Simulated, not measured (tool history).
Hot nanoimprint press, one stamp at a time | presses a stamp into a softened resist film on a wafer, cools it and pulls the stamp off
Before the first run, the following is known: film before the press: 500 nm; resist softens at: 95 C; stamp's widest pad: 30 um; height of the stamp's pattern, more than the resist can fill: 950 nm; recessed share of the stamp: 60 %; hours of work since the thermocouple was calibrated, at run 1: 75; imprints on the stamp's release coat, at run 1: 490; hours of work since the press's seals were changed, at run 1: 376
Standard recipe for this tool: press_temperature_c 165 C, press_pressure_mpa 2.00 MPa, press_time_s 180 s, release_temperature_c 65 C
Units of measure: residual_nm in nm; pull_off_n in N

run   hour  press_temperature_c  press_pressure_mpa  press_time_s  release_temperature_c  hours of work since the thermocouple was calibrated  imprints on the stamp's release coat  hours of work since the press's seals were changed  residual_nm  pull_off_n
  1    0.0                  165                2.00           180                     65                                                   75                                   490                                                 376        205.7         166
  2   28.9                  165                2.00           180                     65                                                   92                                   576                                                 392        206.1         173
  3   43.5                  165                2.00           180                     65                                                  100                                   619                                                 401        202.9         177
  4   73.6                  165                1.22           180                     65                                                  117                                   708                                                 418        254.0         177
  5  108.3                  165                2.00           180                     65                                                  137                                   811                                                 437        201.8         179
  6  136.5                  165                2.00           180                     65                                                  153                                   895                                                 453        201.8         186
  7  160.4                  165                2.00           180                     65                                                  166                                   965                                                 467        200.7         179
  8  188.5                  164                2.00           180                     65                                                  182                                  1049                                                 483        211.1         180
  9  218.0                  164                2.00           180                     65                                                  199                                  1136                                                 499        208.4         187
 10  251.0                  164                2.00           180                     65                                                  217                                  1234                                                 518        213.1         185
 11  265.3                  165                2.00           293                     65                                                  225                                  1277                                                 526        163.9         188
 12  299.3                  165                2.00           180                     65                                                  244                                  1377                                                 545        198.7         191
 13  317.4                  165                2.00           180                     65                                                  255                                  1431                                                 555        197.5         197
 14  340.4                  165                2.00           180                     65                                                  268                                  1499                                                 568        196.0         199
     346.3  -- plate thermocouple calibrated
 15  371.4                  165                2.00           180                     65                                                   14                                  1582                                                 584        193.8         200
     385.7  -- stamp cleaned and given a new release coat
 16  397.6                  154                1.77           129                     54                                                   26                                    35                                                 596        373.3         174
     411.1  -- plate thermocouple calibrated, once more
 17  420.7                  165                2.00           130                     64                                                    5                                    95                                                 607        234.5         162
 18  437.9                  177                1.81           164                     66                                                   15                                   146                                                 617        121.3         167
 19  453.8                  177                1.81           164                     66                                                   24                                   193                                                 626        122.7         160
     482.0  -- press's hydraulic seals changed and the load cell set to zero
 20  493.4                  177                1.69           164                     61                                                   42                                   286                                                   6        123.1         170
 21  521.5                  165                2.00           350                     65                                                   58                                   370                                                  22        153.6         168
 22  544.1                  158                1.74           171                     65                                                   71                                   437                                                  35        304.2         171
 23  565.9                  166                3.03           184                     64                                                   83                                   501                                                  47        154.0         166
 24  581.5                  166                3.03           150                     64                                                   92                                   547                                                  56        167.1         181
 25  605.0                  177                1.26           230                     60                                                  105                                   617                                                  70        121.8         192
 26  619.6                  153                1.42           233                     58                                                  113                                   660                                                  78        371.1         195
 27  644.0                  157                1.41           147                     69                                                  127                                   733                                                  92        357.7         169
 28  673.9                  157                1.41           147                     69                                                  144                                   821                                                 108        350.4         162
 29  688.3                  171                2.05           347                     57                                                  152                                   864                                                 117        107.4         211

Alternative continuations, all from the tool just after run 29; predict every row:
  A  715.4                  165                2.00           180                     52                                                  168                                   944                                                 132            ?           ?
  B  715.4                  165                1.56           180                     65                                                  168                                   944                                                 132            ?           ?
  C  715.4                  171                2.40           347                     57                                                  168                                   944                                                 132            ?           ?
  D  715.4                  171                2.05           347                     55                                                  168                                   944                                                 132            ?           ?

run  residual_nm  pull_off_n
  A        198.9         223
  B        219.5         184
  C         98.5         206
  D        105.2         214
Had the tool no hidden state, the same runs would have come out as:
run  residual_nm  pull_off_n
  A        207.5         193
  B        228.7         159
  C        102.8         178
  D        109.9         185
